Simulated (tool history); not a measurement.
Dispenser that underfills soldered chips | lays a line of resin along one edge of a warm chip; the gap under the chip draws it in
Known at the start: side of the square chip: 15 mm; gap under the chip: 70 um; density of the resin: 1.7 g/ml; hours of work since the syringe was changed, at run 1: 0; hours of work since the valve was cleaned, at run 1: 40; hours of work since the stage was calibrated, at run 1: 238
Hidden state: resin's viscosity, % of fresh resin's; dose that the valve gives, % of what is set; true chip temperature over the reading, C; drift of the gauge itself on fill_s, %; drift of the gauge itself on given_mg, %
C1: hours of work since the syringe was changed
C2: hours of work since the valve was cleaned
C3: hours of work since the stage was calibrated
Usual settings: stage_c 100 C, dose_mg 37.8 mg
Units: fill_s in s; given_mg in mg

Run 1, hour 0: usual settings; C1 0; C2 40; C3 238. Result: fill_s 165.2 s, given_mg 36.68 mg.
Run 2, hour 11.5: usual settings; C1 9; C2 48; C3 246. Result: fill_s 253.1 s, given_mg 36.63 mg.
At hour 15.3: new syringe of resin.
Run 3, hour 20.4: usual settings; C1 4; C2 55; C3 252. Result: fill_s 187.4 s, given_mg 36.22 mg.
Run 4, hour 26.5: usual settings; C1 8; C2 59; C3 257. Result: fill_s 245.8 s, given_mg 36.08 mg.
At hour 30.4: new syringe of resin.
Run 5, hour 35.8: usual settings; C1 4; C2 66; C3 263. Result: fill_s 202.3 s, given_mg 35.85 mg.
Run 6, hour 40.7: usual settings but stage_c 89 C, dose_mg 37.7 mg; C1 7; C2 69; C3 267. Result: fill_s 370.7 s, given_mg 35.75 mg.
At hour 45.8: new syringe of resin.
Run 7, hour 46.8: usual settings but stage_c 89 C, dose_mg 37.7 mg; C1 1; C2 73; C3 271. Result: fill_s 252.8 s, given_mg 35.64 mg.
Run 8, hour 58.1: usual settings but stage_c 89 C, dose_mg 37.7 mg; C1 9; C2 82; C3 279. Result: fill_s 389.6 s, given_mg 35.24 mg.
At hour 61.1: new syringe of resin.
Run 9, hour 65.2: usual settings but stage_c 102 C, dose_mg 43.3 mg; C1 3; C2 87; C3 284. Result: fill_s 175.8 s, given_mg 40.66 mg.
Run 10, hour 73.9: usual settings but stage_c 92 C, dose_mg 42.5 mg; C1 9; C2 93; C3 290. Result: fill_s 363.7 s, given_mg 39.68 mg.

4 ways to go on from here, each from the tool as it stands after run 10. What would each give?
At hour 76.6: new syringe of resin.
Run A, hour 84: usual settings but stage_c 105 C, dose_mg 39.5 mg; C1 5; C2 100; C3 298. Result: fill_s ?, given_mg ?.
At hour 76.6: new syringe of resin.
Run B, hour 84: usual settings but stage_c 96 C, dose_mg 42.5 mg; C1 5; C2 100; C3 298. Result: fill_s ?, given_mg ?.
At hour 76.6: new syringe of resin.
Run C, hour 84: usual settings but stage_c 96 C, dose_mg 32.2 mg; C1 5; C2 100; C3 298. Result: fill_s ?, given_mg ?.
At hour 76.6: new syringe of resin.
Run D, hour 84: usual settings but dose_mg 42.5 mg; C1 5; C2 100; C3 298. Result: fill_s ?, given_mg ?.

run  fill_s  given_mg
  A   177.5     36.42
  B   238.7      39.4
  C     265     29.64
  D   207.9     39.42
Without the tool's hidden state the same runs would have given:
run  fill_s  given_mg
  A   122.4      39.4
  B   165.2     42.62
  C     179     32.07
  D     144     42.64

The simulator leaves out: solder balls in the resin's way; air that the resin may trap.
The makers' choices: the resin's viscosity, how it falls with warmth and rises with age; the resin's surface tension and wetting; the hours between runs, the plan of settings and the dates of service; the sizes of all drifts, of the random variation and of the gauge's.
